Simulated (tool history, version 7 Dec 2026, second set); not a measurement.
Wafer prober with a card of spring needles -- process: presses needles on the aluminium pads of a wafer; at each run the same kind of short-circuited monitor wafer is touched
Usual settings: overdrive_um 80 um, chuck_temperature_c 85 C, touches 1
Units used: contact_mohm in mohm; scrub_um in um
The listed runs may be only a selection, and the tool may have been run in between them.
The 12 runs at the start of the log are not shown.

run	hour	overdrive_um	chuck_temperature_c	touches	touches since the tips were cleaned	cleanings since the card got new needles	touches since the first contact's height was set	contact_mohm	scrub_um
13	138.3	80	85	1	2263	18	49131	169	20.6
# hour 139.9: tips cleaned on abrasive film
# hour 149.3: tips cleaned on abrasive film
14	153	80	38	1	977	20	52967	157	20.7
# hour 159.3: tips cleaned on abrasive film
15	166.2	80	38	1	1834	21	56435	159	20.64
# hour 168.6: tips cleaned on abrasive film
# hour 178.4: tips cleaned on abrasive film
16	178.7	80	50	1	76	23	59687	158	20.66
# hour 188: tips cleaned on abrasive film
17	194.4	65	47	2	1710	24	63828	164	16.9
# hour 198.1: tips cleaned on abrasive film
18	202.9	65	47	2	1275	25	66048	166	16.84
# hour 208: tips cleaned on abrasive film
19	214.3	65	47	2	1660	26	69041	163	16.81
# hour 217.7: tips cleaned on abrasive film
20	226.8	83	85	1	2390	27	72312	170	21.53
# hour 228.3: tips cleaned on abrasive film
21	236.6	83	85	1	2199	28	74882	166	21.62
# hour 238.7: tips cleaned on abrasive film
# hour 244.5: gauge calibrated
22	247.7	66	87	1	2402	29	77817	171	16.73
# hour 249.1: tips cleaned on abrasive film
23	257.5	90	85	1	2213	30	80369	165	22.9
# hour 258.7: tips cleaned on abrasive film
# hour 268.2: tips cleaned on abrasive film
24	271	90	85	1	746	32	83897	166	22.75
# hour 277.7: tips cleaned on abrasive film
25	279.3	80	85	1	439	33	86075	166	20.4

Run 26 has not been measured yet. What should we expect?
# hour 287: tips cleaned on abrasive film
26	292.2	84	85	2	1383	34	89457	?	?

{"run 26": {"contact_mohm": 165, "scrub_um": 21.38}}
Without the tool's hidden state the same run would have given contact_mohm 164 mohm, scrub_um 21.28 um.
